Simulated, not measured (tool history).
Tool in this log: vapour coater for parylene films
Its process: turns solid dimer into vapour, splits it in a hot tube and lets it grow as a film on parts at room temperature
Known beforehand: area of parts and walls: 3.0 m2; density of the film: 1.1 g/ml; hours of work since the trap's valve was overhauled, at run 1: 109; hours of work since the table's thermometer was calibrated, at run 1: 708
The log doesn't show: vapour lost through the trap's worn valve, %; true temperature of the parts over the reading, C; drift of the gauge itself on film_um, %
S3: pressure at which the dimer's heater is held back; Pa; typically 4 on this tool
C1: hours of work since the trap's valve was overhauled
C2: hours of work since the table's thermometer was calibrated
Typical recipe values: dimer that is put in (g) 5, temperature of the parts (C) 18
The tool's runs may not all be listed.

{"run": 1, "hour": 0.0, "dimer that is put in (g)": 5, "temperature of the parts (C)": 18, "S3": 4, "C1": 109, "C2": 708, "thickness of the film (µm)": 0.704}
{"run": 2, "hour": 41.5, "dimer that is put in (g)": 5, "temperature of the parts (C)": 18, "S3": 4, "C1": 143, "C2": 742, "thickness of the film (µm)": 0.697}
{"run": 3, "hour": 102.2, "dimer that is put in (g)": 5, "temperature of the parts (C)": 18, "S3": 4, "C1": 193, "C2": 791, "thickness of the film (µm)": 0.694}
{"hour": 115.4, "done": "table's thermometer calibrated"}
{"run": 4, "hour": 136.9, "dimer that is put in (g)": 5, "temperature of the parts (C)": 18, "S3": 4, "C1": 220, "C2": 18, "thickness of the film (µm)": 0.706}
{"run": 5, "hour": 185.4, "dimer that is put in (g)": 5, "temperature of the parts (C)": 18, "S3": 4, "C1": 260, "C2": 57, "thickness of the film (µm)": 0.694}
{"run": 6, "hour": 242.7, "dimer that is put in (g)": 5, "temperature of the parts (C)": 18, "S3": 4, "C1": 306, "C2": 104, "thickness of the film (µm)": 0.686}
{"run": 7, "hour": 305.4, "dimer that is put in (g)": 5, "temperature of the parts (C)": 18, "S3": 4, "C1": 358, "C2": 155, "thickness of the film (µm)": 0.68}
{"run": 8, "hour": 357.8, "dimer that is put in (g)": 5, "temperature of the parts (C)": 18, "S3": 2.61, "C1": 400, "C2": 198, "thickness of the film (µm)": 0.723}
{"hour": 403.4, "done": "trap's valve overhauled"}
{"run": 9, "hour": 403.4, "dimer that is put in (g)": 5, "temperature of the parts (C)": 18, "S3": 9.04, "C1": 0, "C2": 232, "thickness of the film (µm)": 0.622}
{"run": 10, "hour": 447.3, "dimer that is put in (g)": 5, "temperature of the parts (C)": 18, "S3": 8.97, "C1": 36, "C2": 268, "thickness of the film (µm)": 0.618}
{"run": 11, "hour": 511.6, "dimer that is put in (g)": 5, "temperature of the parts (C)": 18, "S3": 8.97, "C1": 88, "C2": 320, "thickness of the film (µm)": 0.619}
{"run": 12, "hour": 547.0, "dimer that is put in (g)": 6, "temperature of the parts (C)": 21, "S3": 5.14, "C1": 117, "C2": 349, "thickness of the film (µm)": 0.715}
{"run": 13, "hour": 600.4, "dimer that is put in (g)": 3, "temperature of the parts (C)": 25, "S3": 8.53, "C1": 161, "C2": 393, "thickness of the film (µm)": 0.281}
{"run": 14, "hour": 633.1, "dimer that is put in (g)": 3, "temperature of the parts (C)": 25, "S3": 8.53, "C1": 188, "C2": 419, "thickness of the film (µm)": 0.28}
{"run": 15, "hour": 690.6, "dimer that is put in (g)": 3, "temperature of the parts (C)": 12, "S3": 3.17, "C1": 234, "C2": 466, "thickness of the film (µm)": 0.545}
{"run": 16, "hour": 750.9, "dimer that is put in (g)": 5, "temperature of the parts (C)": 26, "S3": 3.17, "C1": 284, "C2": 516, "thickness of the film (µm)": 0.514}
{"run": 17, "hour": 805.3, "dimer that is put in (g)": 4, "temperature of the parts (C)": 15, "S3": 2.24, "C1": 328, "C2": 560, "thickness of the film (µm)": 0.673}
{"run": 18, "hour": 848.2, "dimer that is put in (g)": 5, "temperature of the parts (C)": 20, "S3": 7.19, "C1": 363, "C2": 595, "thickness of the film (µm)": 0.564}
{"run": 19, "hour": 884.4, "dimer that is put in (g)": 5, "temperature of the parts (C)": 19, "S3": 9.75, "C1": 393, "C2": 625, "thickness of the film (µm)": 0.543}
{"run": 20, "hour": 914.6, "dimer that is put in (g)": 8, "temperature of the parts (C)": 23, "S3": 3.89, "C1": 417, "C2": 649, "thickness of the film (µm)": 0.872}
{"hour": 940.6, "done": "trap's valve overhauled"}
{"run": 21, "hour": 957.5, "dimer that is put in (g)": 8, "temperature of the parts (C)": 23, "S3": 3.89, "C1": 14, "C2": 681, "thickness of the film (µm)": 0.93}

Consider 4 possible next runs. They are alternatives, not a sequence: every one starts from the tool as it was left by run 21. What does each give?
{"run": "A", "hour": 997.4, "dimer that is put in (g)": 3, "temperature of the parts (C)": 18, "S3": 4, "C1": 46, "C2": 714, "thickness of the film (µm)": "?"}
{"run": "B", "hour": 997.4, "dimer that is put in (g)": 5, "temperature of the parts (C)": 18, "S3": 4.32, "C1": 46, "C2": 714, "thickness of the film (µm)": "?"}
{"run": "C", "hour": 997.4, "dimer that is put in (g)": 4, "temperature of the parts (C)": 13, "S3": 9.93, "C1": 46, "C2": 714, "thickness of the film (µm)": "?"}
{"run": "D", "hour": 997.4, "dimer that is put in (g)": 2, "temperature of the parts (C)": 23, "S3": 8.48, "C1": 46, "C2": 714, "thickness of the film (µm)": "?"}

run=A thickness_of_the_film_(µm)=0.424
run=B thickness_of_the_film_(µm)=0.696
run=C thickness_of_the_film_(µm)=0.596
run=D thickness_of_the_film_(µm)=0.2
The same runs, with their run-to-run variation unchanged, on a tool lacking any hidden condition would have given:
run=A thickness_of_the_film_(µm)=0.443
run=B thickness_of_the_film_(µm)=0.726
run=C thickness_of_the_film_(µm)=0.622
run=D thickness_of_the_film_(µm)=0.209
